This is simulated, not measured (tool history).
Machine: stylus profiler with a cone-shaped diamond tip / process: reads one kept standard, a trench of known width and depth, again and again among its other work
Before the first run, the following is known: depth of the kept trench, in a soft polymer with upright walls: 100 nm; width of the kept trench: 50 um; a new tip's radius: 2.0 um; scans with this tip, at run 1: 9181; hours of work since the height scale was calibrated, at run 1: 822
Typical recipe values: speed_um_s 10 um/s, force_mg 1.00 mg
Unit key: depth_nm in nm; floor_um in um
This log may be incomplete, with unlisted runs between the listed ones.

run,hour,speed_um_s,force_mg,scans with this tip,hours of work since the height scale was calibrated,depth_nm,floor_um
1,0.0,10,1.00,9181,822,100.78,48.08
2,59.9,10,1.00,9645,863,100.89,48.03
3,153.1,10,1.00,10366,928,100.92,47.95
4,214.1,10,1.00,10839,970,100.92,47.97
5,306.8,10,1.00,11557,1034,100.89,47.92
6,355.5,10,1.00,11934,1068,100.94,47.83
7,428.2,10,1.00,12497,1119,101.03,47.84
8,516.1,10,1.00,13177,1179,101.08,47.86
9,605.9,10,0.61,13873,1242,100.93,47.74
10,687.6,10,0.61,14506,1298,100.90,47.75
11,735.8,10,1.00,14879,1332,101.05,47.71
12,803.7,10,1.14,15405,1379,101.09,47.73
# hour 828.6: new tip fitted, height scale calibrated
13,880.6,10,1.14,402,36,100.50,48.70
14,976.4,10,1.14,1144,102,100.54,48.63

Forecast run 15:
15,1064.2,10,2.59,1824,163,?,?

depth_nm: 100.92 nm
floor_um: 48.61 um
The same run, on a tool lacking any hidden state, would have yielded depth_nm 100.89 nm, floor_um 48.76 um.
